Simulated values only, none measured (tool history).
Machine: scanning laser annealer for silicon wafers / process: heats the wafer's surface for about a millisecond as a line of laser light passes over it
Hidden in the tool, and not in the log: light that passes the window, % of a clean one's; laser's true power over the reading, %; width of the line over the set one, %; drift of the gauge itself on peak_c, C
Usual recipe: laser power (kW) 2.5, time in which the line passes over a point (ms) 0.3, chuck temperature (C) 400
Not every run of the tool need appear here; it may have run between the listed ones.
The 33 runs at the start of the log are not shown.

| run | hour | laser power (kW) | time in which the line passes over a point (ms) | chuck temperature (C) | hours of work since the window was cleaned | hours of work since the power meter was calibrated | hours of work since the optics were aligned | highest temperature of the surface (C) |
|---|---|---|---|---|---|---|---|---|
| 34 | 1655.5 | 2.404 | 0.242 | 405 | 516 | 1129 | 608 | 995 |
| 35 | 1692.7 | 2.567 | 0.249 | 400 | 539 | 1152 | 632 | 1045 |
| 36 | 1749.2 | 2.567 | 0.249 | 400 | 575 | 1188 | 668 | 1041 |
| 37 | 1790.9 | 2.449 | 0.258 | 401 | 602 | 1215 | 694 | 1017 |
| 38 | 1835.5 | 2.5 | 0.249 | 376 | 630 | 1243 | 722 | 996 |
| 39 | 1900.3 | 2.133 | 0.346 | 400 | 671 | 1284 | 763 | 1008 |
|  | 1924.6 | window over the wafer cleaned |
|  | 1934.2 | optics aligned, line set to its width |
| 40 | 1952.9 | 2.208 | 0.224 | 368 | 15 | 1313 | 12 | 911 |
| 41 | 2025 | 2.625 | 0.224 | 368 | 60 | 1358 | 57 | 1030 |

Forecast each of these 4 alternatives for the next run:
| A | 2096.4 | 2.467 | 0.255 | 382 | 106 | 1404 | 103 | ? |
| B | 2096.4 | 2.555 | 0.322 | 365 | 106 | 1404 | 103 | ? |
| C | 2096.4 | 2.586 | 0.364 | 417 | 106 | 1404 | 103 | ? |
| D | 2096.4 | 2.54 | 0.3 | 400 | 106 | 1404 | 103 | ? |

| run | highest temperature of the surface (C) |
|---|---|
| A | 1030 |
| B | 1129 |
| C | 1245 |
| D | 1134 |
Without the tool's unlogged condition, the same runs would have read:
| run | highest temperature of the surface (C) |
|---|---|
| A | 1038 |
| B | 1138 |
| C | 1256 |
| D | 1143 |
